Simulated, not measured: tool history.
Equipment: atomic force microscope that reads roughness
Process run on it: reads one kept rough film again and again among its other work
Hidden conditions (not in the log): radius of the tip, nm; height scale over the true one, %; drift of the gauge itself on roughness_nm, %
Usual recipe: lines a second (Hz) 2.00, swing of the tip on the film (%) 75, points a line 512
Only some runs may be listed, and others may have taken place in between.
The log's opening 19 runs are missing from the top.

run	hour	lines a second (Hz)	swing of the tip on the film (%)	points a line	pictures with this tip	hours of work since the height scale was calibrated	roughness of the kept film (nm (root mean square))
20	634.6	1.11	88	712	138	425	3.590
21	657.0	0.77	75	512	163	437	3.869
22	698.4	2.00	82	461	208	458	3.426
23	726.3	2.00	82	461	239	473	3.449
# hour 744.1: new tip fitted
24	772.8	2.00	66	411	32	497	3.724
25	813.4	3.44	59	446	77	518	3.736
26	859.9	1.86	57	282	128	542	3.793
27	897.3	3.52	75	608	169	561	3.353
28	943.0	3.52	75	608	220	585	3.352
29	966.7	1.11	71	608	246	597	3.812
# hour 978.0: new tip fitted
30	1009.2	1.67	71	608	34	619	3.748
31	1040.7	0.96	76	608	69	635	3.804
32	1062.9	1.53	76	512	93	647	3.668
33	1091.7	3.73	75	512	125	662	3.312
34	1140.9	2.00	75	740	179	687	3.609
35	1175.9	1.92	74	512	218	706	3.592

Branching from run 35: 4 alternative next runs. What would each branch give?
A	1200.2	0.67	63	339	245	718	?
B	1200.2	0.51	61	954	245	718	?
C	1200.2	1.43	69	981	245	718	?
D	1200.2	2.81	74	512	245	718	?

run	roughness of the kept film (nm (root mean square))
A	3.876
B	3.948
C	3.785
D	3.481
Take away the tool's hidden state, keep each run's random variation, and the runs would have read:
run	roughness of the kept film (nm (root mean square))
A	3.896
B	3.969
C	3.804
D	3.499

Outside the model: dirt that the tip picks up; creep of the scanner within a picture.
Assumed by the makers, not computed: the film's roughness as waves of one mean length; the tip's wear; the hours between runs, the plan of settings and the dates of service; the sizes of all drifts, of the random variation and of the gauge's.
